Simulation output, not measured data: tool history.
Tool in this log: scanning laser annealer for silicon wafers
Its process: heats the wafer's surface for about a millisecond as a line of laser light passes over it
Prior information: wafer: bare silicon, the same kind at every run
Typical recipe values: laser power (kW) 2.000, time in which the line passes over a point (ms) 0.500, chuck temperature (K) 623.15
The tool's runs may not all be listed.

run	hour	laser power (kW)	time in which the line passes over a point (ms)	chuck temperature (K)	highest temperature of the surface (K)
1	0.0	2.000	0.500	623.15	1323.15
2	42.2	1.863	0.500	623.15	1276.15
3	77.0	1.863	0.500	623.15	1278.15
4	112.4	1.863	0.500	623.15	1278.15
5	169.0	1.863	0.500	623.15	1279.15
6	215.7	2.000	0.534	623.15	1344.15
7	253.2	2.000	0.500	623.15	1321.15
8	302.9	2.000	0.500	623.15	1320.15
9	337.2	2.000	0.500	623.15	1317.15
10	385.6	2.000	0.500	623.15	1315.15
11	416.2	2.000	0.500	623.15	1311.15
12	440.9	2.000	0.500	623.15	1313.15
# hour 487.1: window over the wafer cleaned
13	488.7	2.101	0.500	623.15	1387.15
14	537.3	2.101	0.426	627.15	1330.15
15	568.0	2.059	0.494	659.15	1402.15
16	620.9	1.848	0.564	659.15	1381.15
17	668.1	1.848	0.564	659.15	1379.15
18	722.0	1.931	0.500	590.15	1293.15
19	775.5	2.000	0.408	611.15	1261.15
20	823.8	2.000	0.408	611.15	1263.15
21	868.5	2.000	0.559	584.15	1347.15
22	899.4	2.000	0.362	584.15	1196.15
23	936.9	2.000	0.362	584.15	1195.15

Each row is a separate what-if for the run after 23, all from the same tool condition, not one after another. Results?
A	993.2	2.000	0.552	623.15	?
B	993.2	1.980	0.421	619.15	?
C	993.2	1.789	0.521	646.15	?
D	993.2	2.011	0.500	636.15	?
E	993.2	1.951	0.362	584.15	?

run	highest temperature of the surface (K)
A	1382.15
B	1273.15
C	1311.15
D	1359.15
E	1179.15
With no hidden state in the tool, these same runs would have given:
run	highest temperature of the surface (K)
A	1398.15
B	1287.15
C	1325.15
D	1374.15
E	1191.15
